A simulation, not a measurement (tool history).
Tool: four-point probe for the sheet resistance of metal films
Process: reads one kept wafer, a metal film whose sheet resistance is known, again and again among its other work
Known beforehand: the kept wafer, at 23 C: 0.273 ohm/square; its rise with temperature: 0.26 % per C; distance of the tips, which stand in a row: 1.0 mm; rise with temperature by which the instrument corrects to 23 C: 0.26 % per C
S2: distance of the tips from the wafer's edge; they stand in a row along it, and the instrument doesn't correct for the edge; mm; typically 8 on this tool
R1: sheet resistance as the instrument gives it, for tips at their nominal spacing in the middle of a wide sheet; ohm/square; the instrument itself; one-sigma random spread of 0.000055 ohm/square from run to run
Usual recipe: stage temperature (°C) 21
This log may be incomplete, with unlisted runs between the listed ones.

run 1 hour=0.0 | stage_temperature_(°C)=21 S2=8 | R1=0.275307
run 2 hour=63.3 | stage_temperature_(°C)=21 S2=7 | R1=0.275933
run 3 hour=154.8 | stage_temperature_(°C)=21 S2=7 | R1=0.275954
-- hour=191.4 stage's thermometer calibrated
run 4 hour=262.8 | stage_temperature_(°C)=21 S2=7 | R1=0.275986
run 5 hour=312.5 | stage_temperature_(°C)=21 S2=19 | R1=0.273383
run 6 hour=382.8 | stage_temperature_(°C)=21 S2=19 | R1=0.273355
run 7 hour=496.9 | stage_temperature_(°C)=30 S2=19 | R1=0.273409
run 8 hour=601.7 | stage_temperature_(°C)=30 S2=19 | R1=0.273516
run 9 hour=717.7 | stage_temperature_(°C)=30 S2=19 | R1=0.273376
run 10 hour=834.4 | stage_temperature_(°C)=30 S2=19 | R1=0.273402
run 11 hour=934.9 | stage_temperature_(°C)=30 S2=19 | R1=0.273390
run 12 hour=1040.1 | stage_temperature_(°C)=30 S2=19 | R1=0.273420
run 13 hour=1106.1 | stage_temperature_(°C)=21 S2=8 | R1=0.275184
run 14 hour=1225.4 | stage_temperature_(°C)=21 S2=8 | R1=0.275233
run 15 hour=1279.8 | stage_temperature_(°C)=21 S2=8 | R1=0.275316
run 16 hour=1371.9 | stage_temperature_(°C)=34 S2=51 | R1=0.273276
run 17 hour=1448.4 | stage_temperature_(°C)=24 S2=4 | R1=0.281725
run 18 hour=1526.8 | stage_temperature_(°C)=27 S2=6 | R1=0.277044

Run 19 comes next. What will it give?
run 19 hour=1631.2 | stage_temperature_(°C)=26 S2=5 | R1=?

R1: 0.278804 ohm/square
If the tool had no hidden condition, the same run with the same run-to-run variation would have returned R1 0.278815 ohm/square.

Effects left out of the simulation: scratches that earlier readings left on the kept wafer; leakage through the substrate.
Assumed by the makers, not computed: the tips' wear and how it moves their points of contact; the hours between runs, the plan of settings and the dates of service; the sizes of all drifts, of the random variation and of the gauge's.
